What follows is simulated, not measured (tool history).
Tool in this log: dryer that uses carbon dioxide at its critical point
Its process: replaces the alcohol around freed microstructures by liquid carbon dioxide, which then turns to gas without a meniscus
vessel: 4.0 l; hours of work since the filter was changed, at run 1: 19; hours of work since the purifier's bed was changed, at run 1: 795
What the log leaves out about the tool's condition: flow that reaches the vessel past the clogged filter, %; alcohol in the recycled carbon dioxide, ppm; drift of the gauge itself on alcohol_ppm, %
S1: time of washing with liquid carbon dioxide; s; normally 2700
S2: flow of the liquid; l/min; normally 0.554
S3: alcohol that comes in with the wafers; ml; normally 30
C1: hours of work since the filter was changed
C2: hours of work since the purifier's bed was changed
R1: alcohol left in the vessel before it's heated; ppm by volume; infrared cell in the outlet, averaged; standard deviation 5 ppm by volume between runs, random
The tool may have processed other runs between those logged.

{"run": 1, "day": 0.0, "S1": 2700, "S2": 0.554, "S3": 30, "C1": 19, "C2": 795, "R1": 225}
{"run": 2, "day": 0.812, "S1": 2700, "S2": 0.554, "S3": 30, "C1": 34, "C2": 810, "R1": 235}
{"run": 3, "day": 1.792, "S1": 2700, "S2": 0.554, "S3": 30, "C1": 53, "C2": 829, "R1": 242}
{"run": 4, "day": 2.471, "S1": 2700, "S2": 0.915, "S3": 30, "C1": 66, "C2": 842, "R1": 204}
{"run": 5, "day": 3.025, "S1": 2700, "S2": 0.554, "S3": 30, "C1": 76, "C2": 852, "R1": 242}
{"run": 6, "day": 3.788, "S1": 1800, "S2": 0.373, "S3": 76, "C1": 91, "C2": 867, "R1": 1967}
{"run": 7, "day": 4.571, "S1": 2400, "S2": 0.642, "S3": 67, "C1": 106, "C2": 882, "R1": 299}
{"run": 8, "day": 5.012, "S1": 2460, "S2": 0.719, "S3": 29, "C1": 114, "C2": 890, "R1": 231}
{"run": 9, "day": 6.033, "S1": 2520, "S2": 0.435, "S3": 29, "C1": 133, "C2": 910, "R1": 375}
{"run": 10, "day": 6.471, "S1": 2520, "S2": 0.358, "S3": 36, "C1": 142, "C2": 918, "R1": 607}

Forecast each of these 5 alternatives for the next run:
{"run": "A", "day": 7.075, "S1": 1860, "S2": 0.358, "S3": 36, "C1": 153, "C2": 929, "R1": "?"}
{"run": "B", "day": 7.075, "S1": 2400, "S2": 0.554, "S3": 30, "C1": 153, "C2": 929, "R1": "?"}
{"run": "C", "day": 7.075, "S1": 2400, "S2": 0.358, "S3": 48, "C1": 153, "C2": 929, "R1": "?"}
{"run": "D", "day": 7.075, "S1": 2700, "S2": 0.603, "S3": 31, "C1": 153, "C2": 929, "R1": "?"}
{"run": "E", "day": 7.075, "S1": 1800, "S2": 0.764, "S3": 76, "C1": 153, "C2": 929, "R1": "?"}

run=A R1=1094
run=B R1=304
run=C R1=828
run=D R1=240
run=E R1=408
Take away the tool's hidden state, keep each run's random variation, and the runs would have read:
run=A R1=815
run=B R1=76
run=C R1=553
run=D R1=24
run=E R1=165

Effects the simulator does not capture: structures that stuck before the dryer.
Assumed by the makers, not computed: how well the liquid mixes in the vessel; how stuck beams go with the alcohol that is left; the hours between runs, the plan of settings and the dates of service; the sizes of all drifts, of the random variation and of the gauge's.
